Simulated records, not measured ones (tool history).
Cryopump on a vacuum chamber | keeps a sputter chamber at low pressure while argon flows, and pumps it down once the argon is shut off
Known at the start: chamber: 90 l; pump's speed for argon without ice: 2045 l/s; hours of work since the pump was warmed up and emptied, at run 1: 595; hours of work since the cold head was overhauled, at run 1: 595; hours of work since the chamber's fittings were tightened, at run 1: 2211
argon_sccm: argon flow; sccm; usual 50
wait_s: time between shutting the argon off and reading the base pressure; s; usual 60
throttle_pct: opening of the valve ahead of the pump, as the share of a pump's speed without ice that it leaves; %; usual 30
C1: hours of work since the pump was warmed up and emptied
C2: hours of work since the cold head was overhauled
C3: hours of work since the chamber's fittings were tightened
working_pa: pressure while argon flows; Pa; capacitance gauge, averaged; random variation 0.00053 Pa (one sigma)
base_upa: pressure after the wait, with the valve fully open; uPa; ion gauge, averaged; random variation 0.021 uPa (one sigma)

run 1 hour=0.0 | argon_sccm=50 wait_s=60 throttle_pct=30 | C1=595 C2=595 C3=2211 | working_pa=0.1416 base_upa=1.36
run 2 hour=15.3 | argon_sccm=50 wait_s=60 throttle_pct=30 | C1=604 C2=604 C3=2220 | working_pa=0.1421 base_upa=1.41
run 3 hour=29.9 | argon_sccm=50 wait_s=60 throttle_pct=30 | C1=613 C2=613 C3=2229 | working_pa=0.1418 base_upa=1.32
run 4 hour=56.8 | argon_sccm=50 wait_s=60 throttle_pct=30 | C1=628 C2=628 C3=2244 | working_pa=0.1415 base_upa=1.38
run 5 hour=79.6 | argon_sccm=50 wait_s=60 throttle_pct=30 | C1=642 C2=642 C3=2258 | working_pa=0.1421 base_upa=1.40
run 6 hour=93.4 | argon_sccm=50 wait_s=60 throttle_pct=30 | C1=650 C2=650 C3=2266 | working_pa=0.1422 base_upa=1.36
run 7 hour=113.0 | argon_sccm=50 wait_s=60 throttle_pct=30 | C1=661 C2=661 C3=2277 | working_pa=0.1431 base_upa=1.39
run 8 hour=138.3 | argon_sccm=50 wait_s=60 throttle_pct=21 | C1=676 C2=676 C3=2292 | working_pa=0.2011 base_upa=1.40
run 9 hour=150.2 | argon_sccm=50 wait_s=60 throttle_pct=21 | C1=683 C2=683 C3=2299 | working_pa=0.2008 base_upa=1.40
run 10 hour=173.3 | argon_sccm=50 wait_s=60 throttle_pct=21 | C1=696 C2=696 C3=2312 | working_pa=0.2018 base_upa=1.40
run 11 hour=188.2 | argon_sccm=50 wait_s=60 throttle_pct=21 | C1=705 C2=705 C3=2321 | working_pa=0.2009 base_upa=1.46
run 12 hour=207.8 | argon_sccm=50 wait_s=60 throttle_pct=21 | C1=716 C2=716 C3=2332 | working_pa=0.2009 base_upa=1.47
run 13 hour=221.5 | argon_sccm=50 wait_s=59 throttle_pct=21 | C1=724 C2=724 C3=2340 | working_pa=0.2026 base_upa=1.37
run 14 hour=248.4 | argon_sccm=50 wait_s=59 throttle_pct=21 | C1=740 C2=740 C3=2356 | working_pa=0.2019 base_upa=1.47
run 15 hour=262.6 | argon_sccm=50 wait_s=60 throttle_pct=30 | C1=748 C2=748 C3=2364 | working_pa=0.1430 base_upa=1.48
run 16 hour=282.6 | argon_sccm=50 wait_s=60 throttle_pct=30 | C1=760 C2=760 C3=2376 | working_pa=0.1433 base_upa=1.45
run 17 hour=306.0 | argon_sccm=50 wait_s=60 throttle_pct=30 | C1=773 C2=773 C3=2389 | working_pa=0.1439 base_upa=1.44
run 18 hour=321.6 | argon_sccm=50 wait_s=106 throttle_pct=33 | C1=782 C2=782 C3=2398 | working_pa=0.1305 base_upa=1.28
run 19 hour=338.4 | argon_sccm=50 wait_s=106 throttle_pct=33 | C1=792 C2=792 C3=2408 | working_pa=0.1309 base_upa=1.25
run 20 hour=359.7 | argon_sccm=49 wait_s=30 throttle_pct=52 | C1=805 C2=805 C3=2421 | working_pa=0.0828 base_upa=1.88
run 21 hour=388.1 | argon_sccm=49 wait_s=30 throttle_pct=52 | C1=821 C2=821 C3=2437 | working_pa=0.0835 base_upa=1.72
run 22 hour=412.2 | argon_sccm=34 wait_s=30 throttle_pct=55 | C1=835 C2=835 C3=2451 | working_pa=0.0561 base_upa=1.82
run 23 hour=441.5 | argon_sccm=85 wait_s=28 throttle_pct=19 | C1=852 C2=852 C3=2468 | working_pa=0.3804 base_upa=1.90
run 24 hour=469.3 | argon_sccm=50 wait_s=20 throttle_pct=30 | C1=868 C2=868 C3=2484 | working_pa=0.1435 base_upa=2.26
run 25 hour=488.6 | argon_sccm=35 wait_s=25 throttle_pct=31 | C1=880 C2=880 C3=2496 | working_pa=0.0976 base_upa=2.05
run 26 hour=504.2 | argon_sccm=68 wait_s=25 throttle_pct=19 | C1=889 C2=889 C3=2505 | working_pa=0.3036 base_upa=2.00
run 27 hour=530.8 | argon_sccm=68 wait_s=76 throttle_pct=19 | C1=904 C2=904 C3=2520 | working_pa=0.3046 base_upa=1.41
run 28 hour=545.9 | argon_sccm=68 wait_s=76 throttle_pct=19 | C1=913 C2=913 C3=2529 | working_pa=0.3032 base_upa=1.48
run 29 hour=573.1 | argon_sccm=55 wait_s=65 throttle_pct=40 | C1=929 C2=929 C3=2545 | working_pa=0.1203 base_upa=1.53
run 30 hour=587.0 | argon_sccm=55 wait_s=65 throttle_pct=40 | C1=937 C2=937 C3=2553 | working_pa=0.1209 base_upa=1.51
run 31 hour=606.6 | argon_sccm=37 wait_s=57 throttle_pct=32 | C1=948 C2=948 C3=2564 | working_pa=0.1006 base_upa=1.57
run 32 hour=629.8 | argon_sccm=82 wait_s=60 throttle_pct=37 | C1=962 C2=962 C3=2578 | working_pa=0.1934 base_upa=1.50
run 33 hour=647.1 | argon_sccm=50 wait_s=60 throttle_pct=21 | C1=972 C2=972 C3=2588 | working_pa=0.2040 base_upa=1.54
run 34 hour=669.5 | argon_sccm=50 wait_s=60 throttle_pct=21 | C1=985 C2=985 C3=2601 | working_pa=0.2036 base_upa=1.57

Some steps in working_pa between neighbouring runs. How much of each would the tool show without its hidden state too (settings, what came in, random variation), and how much is left for the hidden state, with any gauge scatter that isn't in both results?
The hidden state here: pump's speed, % of a pump's without ice; cold plate's temperature, K; leak into the chamber, uPa l/s; drift of the gauge itself on working_pa, %; drift of the gauge itself on base_upa, %.
Run 22 -> 23: argon_sccm 34 -> 85, wait_s 30 -> 28, throttle_pct 55 -> 19. working_pa +0.3243 Pa: hidden state +0.0061, all else +0.3182.
Run 23 -> 24: argon_sccm 85 -> 50, wait_s 28 -> 20, throttle_pct 19 -> 30. working_pa -0.2369 Pa: hidden state -0.0041, all else -0.2328.
Run 25 -> 26: argon_sccm 35 -> 68, throttle_pct 31 -> 19. working_pa +0.2060 Pa: hidden state +0.0041, all else +0.2019.
Run 31 -> 32: argon_sccm 37 -> 82, wait_s 57 -> 60, throttle_pct 32 -> 37. working_pa +0.0928 Pa: hidden state +0.0060, all else +0.0868.
